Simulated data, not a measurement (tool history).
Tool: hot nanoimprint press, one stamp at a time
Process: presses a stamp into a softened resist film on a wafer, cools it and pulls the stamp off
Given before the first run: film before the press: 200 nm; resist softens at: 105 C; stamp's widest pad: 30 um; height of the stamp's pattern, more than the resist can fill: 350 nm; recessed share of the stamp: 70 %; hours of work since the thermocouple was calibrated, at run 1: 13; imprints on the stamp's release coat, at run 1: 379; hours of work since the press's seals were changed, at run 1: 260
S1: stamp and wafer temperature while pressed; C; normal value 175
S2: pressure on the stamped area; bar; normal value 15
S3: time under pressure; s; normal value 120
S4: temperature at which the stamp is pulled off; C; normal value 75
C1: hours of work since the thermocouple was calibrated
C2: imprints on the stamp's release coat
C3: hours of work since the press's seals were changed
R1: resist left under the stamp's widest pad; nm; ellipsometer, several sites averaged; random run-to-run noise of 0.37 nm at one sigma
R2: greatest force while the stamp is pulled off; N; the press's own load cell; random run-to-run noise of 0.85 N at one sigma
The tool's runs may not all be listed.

Run 1, hour 0: usual settings; C1 13; C2 379; C3 260. Result: R1 87.4 nm, R2 211.2 N.
Run 2, hour 10.9: usual settings; C1 20; C2 416; C3 267. Result: R1 87.4 nm, R2 210.9 N.
Run 3, hour 18.7: usual settings but S2 11.3 bar; C1 26; C2 442; C3 272. Result: R1 99.6 nm, R2 210.8 N.
Run 4, hour 24.6: usual settings but S2 11.3 bar; C1 30; C2 463; C3 276. Result: R1 98.7 nm, R2 211.9 N.
Run 5, hour 34.2: usual settings but S2 11.3 bar; C1 36; C2 495; C3 283. Result: R1 99.7 nm, R2 212.7 N.
Run 6, hour 39.9: usual settings but S2 11.3 bar; C1 40; C2 514; C3 286. Result: R1 99.7 nm, R2 213.2 N.
At hour 53.3: stamp cleaned and given a new release coat.
Run 7, hour 58.2: usual settings but S2 11.3 bar; C1 48; C2 17; C3 295. Result: R1 99.8 nm, R2 202.4 N.
Run 8, hour 63.6: usual settings but S2 11.3 bar; C1 52; C2 35; C3 298. Result: R1 99.9 nm, R2 202.8 N.
Run 9, hour 72.7: usual settings but S2 11.3 bar; C1 58; C2 66; C3 305. Result: R1 99.4 nm, R2 203.6 N.
Run 10, hour 83.6: usual settings but S2 11.3 bar; C1 65; C2 103; C3 312. Result: R1 99.5 nm, R2 204.2 N.
Run 11, hour 90.4: usual settings but S2 11.3 bar, S3 64 s; C1 70; C2 126; C3 316. Result: R1 121.2 nm, R2 205.4 N.
Run 12, hour 97.3: usual settings but S2 11.3 bar, S3 64 s, S4 82 C; C1 74; C2 149; C3 321. Result: R1 122.1 nm, R2 165.3 N.
Run 13, hour 109.5: usual settings but S2 11.3 bar, S3 64 s, S4 82 C; C1 83; C2 190; C3 329. Result: R1 122.3 nm, R2 167.7 N.
Run 14, hour 121.6: usual settings; C1 91; C2 231; C3 337. Result: R1 87.4 nm, R2 208.1 N.
Run 15, hour 134.6: usual settings but S4 74 C; C1 99; C2 275; C3 346. Result: R1 86.9 nm, R2 214 N.
Run 16, hour 141: usual settings but S1 180 C, S4 61 C; C1 104; C2 297; C3 350. Result: R1 67.9 nm, R2 288.2 N.
Run 17, hour 151.3: usual settings but S1 180 C, S2 10.9 bar, S3 63 s, S4 61 C; C1 111; C2 331; C3 357. Result: R1 101 nm, R2 286.4 N.
Run 18, hour 158.9: usual settings but S2 16.1 bar, S3 70 s, S4 79 C; C1 116; C2 357; C3 362. Result: R1 102.1 nm, R2 185.9 N.
Run 19, hour 168.5: usual settings but S1 172 C; C1 122; C2 390; C3 369. Result: R1 100.8 nm, R2 210.2 N.

The next listed run, before its measurement:
Run 20, hour 174.1: usual settings but S2 15.8 bar, S3 108 s, S4 82 C; C1 126; C2 409; C3 373. Result: R1 ?, R2 ?.

R1: 88.1 nm
R2: 171.1 N
Had the tool carried no hidden state, the very same run would have given R1 88 nm, R2 166.3 N.
